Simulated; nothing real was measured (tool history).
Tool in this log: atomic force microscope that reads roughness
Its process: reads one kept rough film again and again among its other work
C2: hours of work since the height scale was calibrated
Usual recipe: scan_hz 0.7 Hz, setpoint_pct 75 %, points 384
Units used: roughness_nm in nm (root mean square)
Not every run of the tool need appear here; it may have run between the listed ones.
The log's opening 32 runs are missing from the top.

run 33 hour=433.8 | scan_hz=1.858 setpoint_pct=64 points=384 | pictures_with_this_tip=124 C2=495 | roughness_nm=2.875
run 34 hour=446.9 | scan_hz=0.61 setpoint_pct=64 points=384 | pictures_with_this_tip=145 C2=501 | roughness_nm=2.918
run 35 hour=461.8 | scan_hz=0.7 setpoint_pct=69 points=587 | pictures_with_this_tip=169 C2=509 | roughness_nm=2.863
run 36 hour=479.8 | scan_hz=0.7 setpoint_pct=69 points=587 | pictures_with_this_tip=198 C2=519 | roughness_nm=2.77
run 37 hour=487.7 | scan_hz=0.7 setpoint_pct=69 points=587 | pictures_with_this_tip=211 C2=523 | roughness_nm=2.718
run 38 hour=500.6 | scan_hz=0.7 setpoint_pct=69 points=587 | pictures_with_this_tip=232 C2=530 | roughness_nm=2.657
run 39 hour=509.9 | scan_hz=0.705 setpoint_pct=80 points=272 | pictures_with_this_tip=246 C2=535 | roughness_nm=2.489
-- hour=529.2 new tip fitted
run 40 hour=529.2 | scan_hz=0.7 setpoint_pct=75 points=815 | pictures_with_this_tip=0 C2=545 | roughness_nm=3.521
run 41 hour=542.2 | scan_hz=0.7 setpoint_pct=73 points=384 | pictures_with_this_tip=21 C2=551 | roughness_nm=3.372
run 42 hour=552.6 | scan_hz=2.887 setpoint_pct=75 points=384 | pictures_with_this_tip=37 C2=557 | roughness_nm=2.871
run 43 hour=564.6 | scan_hz=1.071 setpoint_pct=75 points=448 | pictures_with_this_tip=57 C2=563 | roughness_nm=3.12
run 44 hour=573.3 | scan_hz=1.071 setpoint_pct=75 points=448 | pictures_with_this_tip=71 C2=568 | roughness_nm=3.099
run 45 hour=589.1 | scan_hz=0.73 setpoint_pct=75 points=862 | pictures_with_this_tip=96 C2=576 | roughness_nm=3.085
run 46 hour=607.5 | scan_hz=0.73 setpoint_pct=75 points=862 | pictures_with_this_tip=126 C2=586 | roughness_nm=2.974
run 47 hour=617.5 | scan_hz=0.7 setpoint_pct=59 points=423 | pictures_with_this_tip=142 C2=591 | roughness_nm=2.965
run 48 hour=630.3 | scan_hz=2.593 setpoint_pct=70 points=578 | pictures_with_this_tip=162 C2=598 | roughness_nm=2.615
run 49 hour=644.4 | scan_hz=2.593 setpoint_pct=70 points=578 | pictures_with_this_tip=185 C2=605 | roughness_nm=2.529
run 50 hour=659.4 | scan_hz=2.593 setpoint_pct=70 points=578 | pictures_with_this_tip=209 C2=613 | roughness_nm=2.481
run 51 hour=672 | scan_hz=0.598 setpoint_pct=81 points=578 | pictures_with_this_tip=230 C2=620 | roughness_nm=2.59
run 52 hour=688.8 | scan_hz=2.483 setpoint_pct=75 points=900 | pictures_with_this_tip=256 C2=628 | roughness_nm=2.286

Consider 5 possible next runs. They are alternatives, not a sequence: every one starts from the tool as it was left by run 52. What does each give?
-- hour=701.9 new tip fitted
run A hour=706.3 | scan_hz=0.821 setpoint_pct=82 points=793 | pictures_with_this_tip=7 C2=637 | roughness_nm=?
-- hour=701.9 new tip fitted
run B hour=706.3 | scan_hz=0.594 setpoint_pct=76 points=384 | pictures_with_this_tip=7 C2=637 | roughness_nm=?
-- hour=701.9 new tip fitted
run C hour=706.3 | scan_hz=0.654 setpoint_pct=59 points=298 | pictures_with_this_tip=7 C2=637 | roughness_nm=?
-- hour=701.9 new tip fitted
run D hour=706.3 | scan_hz=2.483 setpoint_pct=57 points=900 | pictures_with_this_tip=7 C2=637 | roughness_nm=?
-- hour=701.9 new tip fitted
run E hour=706.3 | scan_hz=0.7 setpoint_pct=65 points=384 | pictures_with_this_tip=7 C2=637 | roughness_nm=?

run=A roughness_nm=3.41
run=B roughness_nm=3.498
run=C roughness_nm=3.549
run=D roughness_nm=3.499
run=E roughness_nm=3.569
With the hidden condition removed and each run's random variation left untouched, the same runs would have given:
run=A roughness_nm=3.443
run=B roughness_nm=3.533
run=C roughness_nm=3.583
run=D roughness_nm=3.533
run=E roughness_nm=3.604
